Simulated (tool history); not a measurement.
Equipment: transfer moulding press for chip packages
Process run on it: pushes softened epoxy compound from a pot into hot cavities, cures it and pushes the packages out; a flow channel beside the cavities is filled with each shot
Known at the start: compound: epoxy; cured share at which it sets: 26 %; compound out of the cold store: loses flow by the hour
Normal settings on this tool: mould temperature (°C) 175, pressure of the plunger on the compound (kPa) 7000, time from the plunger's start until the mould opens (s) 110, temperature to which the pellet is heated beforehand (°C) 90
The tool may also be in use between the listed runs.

run,hour,mould temperature (°C),pressure of the plunger on the compound (kPa),time from the plunger's start until the mould opens (s),temperature to which the pellet is heated beforehand (°C),incoming compound's hours out of the cold store,length that the compound runs in the flow channel (mm),greatest force on the pins that push the packages out (N)
1,0,175,7000,110,90,32,691,668
2,21.9,175,7000,110,90,40,657,704
# hour 30.2: mould's thermocouples calibrated
3,40.5,175,7000,110,90,14,768,770
# hour 46.9: cavities cleaned with cleaning compound and waxed
4,66.6,175,7000,110,90,31,690,542
# hour 82.4: mould's thermocouples calibrated, once more
5,88,175,7000,110,90,43.6,644,668
6,112.4,175,7000,110,90,22.6,729,766
# hour 136.5: cavities cleaned with cleaning compound and waxed
7,139.1,175,7000,110,90,11.6,777,434
8,153.3,175,5290,110,90,22.9,629,549
# hour 182.8: plunger's sealing rings changed
9,182.8,173,7590,112,88,47.5,682,734
10,199.5,173,7590,112,88,28,763,837
11,221.1,173,5790,112,85,41.3,613,848
# hour 226.4: cavities cleaned with cleaning compound and waxed
12,250,179,5790,112,84,41.5,603,507
13,268.7,175,7000,110,91,23.3,745,698
14,292.3,175,7000,107,91,34.5,694,764

Predict the results of run 15:
15,311.4,182,7000,97,90,11.2,?,?

{"run 15": {"length that the compound runs in the flow channel (mm)": 787, "greatest force on the pins that push the packages out (N)": 749}}
With no hidden state in the tool, this same run would have given length that the compound runs in the flow channel (mm) 799, greatest force on the pins that push the packages out (N) 368.

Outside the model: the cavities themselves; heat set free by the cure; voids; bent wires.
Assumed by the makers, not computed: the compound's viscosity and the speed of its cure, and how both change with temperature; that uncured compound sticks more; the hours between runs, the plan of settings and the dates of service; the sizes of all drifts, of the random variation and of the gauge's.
